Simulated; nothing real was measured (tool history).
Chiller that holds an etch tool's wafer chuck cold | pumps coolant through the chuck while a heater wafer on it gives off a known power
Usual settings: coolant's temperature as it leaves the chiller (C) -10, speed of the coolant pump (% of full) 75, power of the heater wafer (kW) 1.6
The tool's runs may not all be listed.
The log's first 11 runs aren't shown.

run,hour,coolant's temperature as it leaves the chiller (C),speed of the coolant pump (% of full),power of the heater wafer (kW),hours since the coolant was changed and the channels were flushed,hours since the pump was overhauled,hours since the chiller's thermometer was calibrated,chuck's temperature once it has settled (C),how much warmer the coolant comes back (C)
12,762.3,-10,75,1.6,1862,846,974,3.1,6.89
13,838.3,-10,75,1.6,1938,922,1050,2.8,6.89
14,928.2,-10,75,1.6,2028,1012,1140,3.1,6.96
15,1014.7,-10,75,1.6,2115,1098,1226,3.1,6.94
16,1064.7,-10,97,1.6,2165,1148,1276,0.8,5.35
17,1171.9,-10,97,1.6,2272,1256,1384,0.9,5.33
18,1244.8,-10,97,1.6,2345,1329,1457,1.1,5.36
19,1343.7,-10,75,1.91,2444,1427,1555,5.6,8.28
20,1425.7,-15,75,1.289,2526,1509,1637,-4.4,5.62
21,1472.4,-6,68,2.09,2572,1556,1684,12.2,10.04
22,1520.6,-9,68,2.054,2621,1604,1732,8.9,9.82
23,1628.1,-15,68,2.054,2728,1712,1840,3,9.88
24,1672.9,-14,100,1.6,2773,1757,1885,-3.4,5.31
25,1761.3,-8,82,0.926,2861,1845,1973,-1,3.84
26,1831.7,-8,82,0.924,2932,1915,2043,-1,3.81
27,1914,-3,75,1.891,3014,1998,2126,12.5,8.29
28,1959.1,-16,67,1.655,3059,2043,2171,-1.3,8.13
29,2023.1,-6,67,2.157,3123,2107,2235,13.1,10.6
30,2077.7,-10,79,2.134,3178,2161,2289,6.7,8.88
31,2165.9,-10,79,2.134,3266,2250,2378,6.8,8.88

Forecast each of these 5 alternatives for the next run:
A,2221.9,-3,93,1.969,3322,2306,2434,?,?
B,2221.9,-2,94,1.6,3322,2306,2434,?,?
C,2221.9,-10,79,1.422,3322,2306,2434,?,?
D,2221.9,-17,92,2.134,3322,2306,2434,?,?
E,2221.9,-10,93,1.6,3322,2306,2434,?,?

run,chuck's temperature once it has settled (C),how much warmer the coolant comes back (C)
A,10.8,6.95
B,9.1,5.65
C,1.4,6.04
D,-1.9,7.6
E,1.2,5.74
Without the tool's hidden state the same runs would have given:
run,chuck's temperature once it has settled (C),how much warmer the coolant comes back (C)
A,10.8,6.71
B,9.1,5.41
C,1.4,5.8
D,-1.9,7.36
E,1.2,5.5
